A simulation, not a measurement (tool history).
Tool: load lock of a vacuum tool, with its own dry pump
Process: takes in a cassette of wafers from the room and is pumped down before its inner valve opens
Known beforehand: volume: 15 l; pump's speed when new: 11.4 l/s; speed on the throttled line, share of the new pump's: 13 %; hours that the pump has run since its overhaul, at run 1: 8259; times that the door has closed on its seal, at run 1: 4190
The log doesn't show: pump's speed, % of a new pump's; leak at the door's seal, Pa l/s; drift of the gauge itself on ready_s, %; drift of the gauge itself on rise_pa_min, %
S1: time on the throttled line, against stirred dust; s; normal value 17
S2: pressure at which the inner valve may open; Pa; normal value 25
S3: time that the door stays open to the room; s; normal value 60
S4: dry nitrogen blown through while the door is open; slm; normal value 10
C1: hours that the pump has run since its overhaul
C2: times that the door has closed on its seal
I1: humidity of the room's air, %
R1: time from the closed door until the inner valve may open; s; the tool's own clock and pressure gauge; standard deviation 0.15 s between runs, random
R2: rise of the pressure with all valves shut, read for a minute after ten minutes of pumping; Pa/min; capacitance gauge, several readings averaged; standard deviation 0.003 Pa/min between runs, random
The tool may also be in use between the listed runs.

run,hour,S1,S2,S3,S4,C1,C2,I1,R1,R2
1,0,17,25,60,10,8259,4190,42.7,26.4,0.037
2,77,17,25,60,10,8336,4282,45.2,26.4,0.036
3,122.2,17,25,60,10,8381,4336,48.6,26.3,0.041
4,160.5,17,25,60,10,8419,4381,46.7,26.2,0.035
5,228.8,17,25,60,10,8488,4462,43.6,26.3,0.046
6,317.4,17,25,60,10,8576,4567,46.8,26.2,0.041
7,364.5,13,25,60,10,8623,4623,46.3,22.9,0.042
8,415.5,13,25,60,10,8674,4684,45.3,22.6,0.036
9,458.5,17,25,60,10,8717,4735,48.9,26.5,0.039
10,501.5,17,25,151,10,8760,4786,47.1,26.4,0.075
11,563.6,17,25,151,10,8822,4860,46.6,26.4,0.061
12,617.8,17,25,151,10,8876,4924,49.4,26.4,0.066
13,662.6,17,25,151,10,8921,4977,47.2,26.2,0.069
14,728.5,17,24,60,25,8987,5056,44.9,26.2,0.028
15,805.5,17,24,60,25,9064,5147,47.3,26.8,0.03
16,865.5,29,43,60,18,9124,5218,46.1,35.7,0.037
17,939,19,24,150,20,9198,5306,43.6,28,0.042
18,1005.9,19,24,112,6,9265,5385,46.9,28.1,0.076
19,1095.5,9,36,208,10,9354,5491,46,19,0.082
20,1185.9,23,25,60,7,9445,5599,41.7,31.5,0.048
21,1258.4,23,25,60,7,9517,5685,47.2,31.6,0.047

Below are 3 alternative next runs, each starting from the tool's condition after run 21. Predict each:
A,1311.4,23,50,60,7,9570,5748,50.4,?,?
B,1311.4,23,34,211,7,9570,5748,44.9,?,?
C,1311.4,12,25,207,10,9570,5748,41.1,?,?

run,R1,R2
A,30.3,0.048
B,31.2,0.092
C,22.3,0.076
Stripped of hidden state, with their random variation kept, the same runs would have yielded:
run,R1,R2
A,29.8,0.038
B,30.7,0.082
C,21.6,0.066
